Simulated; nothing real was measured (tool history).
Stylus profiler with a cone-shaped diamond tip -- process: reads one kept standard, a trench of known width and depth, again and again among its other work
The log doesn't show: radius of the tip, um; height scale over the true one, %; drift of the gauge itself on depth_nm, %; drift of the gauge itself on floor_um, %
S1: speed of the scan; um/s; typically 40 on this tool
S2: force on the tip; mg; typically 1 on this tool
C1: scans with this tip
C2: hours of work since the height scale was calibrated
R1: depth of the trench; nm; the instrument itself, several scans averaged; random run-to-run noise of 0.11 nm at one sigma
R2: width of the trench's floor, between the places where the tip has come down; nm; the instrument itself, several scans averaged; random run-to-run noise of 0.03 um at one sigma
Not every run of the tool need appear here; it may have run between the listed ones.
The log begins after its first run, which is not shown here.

run   hour  S1    S2     C1    C2      R1     R2
  2   31.5  40  0.65  10446  1075  201.49  47030
  3   68.4  40  0.65  10690  1100  201.48  47050
  4  106.8  40     1  10943  1126  201.69  47170
  5  162.9  40  1.95  11314  1164  202.35  47130
  6  211.7  40  1.95  11636  1197  202.34  47100
  7  259.2  40     1  11950  1229  201.89  47070
  8  310.5  40     1  12288  1264  201.93  47050
  9  364.2  40     1  12643  1301  201.91  47000
 10  393.4  40     1  12836  1321  201.88  47010
 11  428.5  40  1.02  13067  1344  201.94  46960
 12  459.3  40  1.63  13271  1365  202.32  47040
 13  492.7  40  1.63  13491  1388  202.23  47020
 14  530.2  40  1.63  13739  1413  202.54  46970
 15  568.5  40     3  13992  1439  203.11  47040
 16  631.4  40     3  14407  1482  202.77  46980
 17  666.4  40     3  14638  1506  203.11  46970
 18  728.9  40     1  15051  1548  201.99  46930
 19  792.2  40     1  15469  1591  202.13  46890
 20  843.9  40     1  15810  1626  202.14  46870
     850.6  -- new tip fitted, height scale calibrated
 21  876.7  40     1    172    18  200.82  47820
 22  931.9  40  0.48    537    55   200.6  47690
 23  967.5  40  0.48    771    79  200.65  47710

Run 24, settings as shown, results not yet in. Your forecast:
 24  1007  40  0.48  1032  106   ?   ?

R1: 200.57 nm
R2: 47710 nm
On a tool with no hidden condition, and with the same random variation, this run would have come out at R1 200.54 nm, R2 47750 nm.

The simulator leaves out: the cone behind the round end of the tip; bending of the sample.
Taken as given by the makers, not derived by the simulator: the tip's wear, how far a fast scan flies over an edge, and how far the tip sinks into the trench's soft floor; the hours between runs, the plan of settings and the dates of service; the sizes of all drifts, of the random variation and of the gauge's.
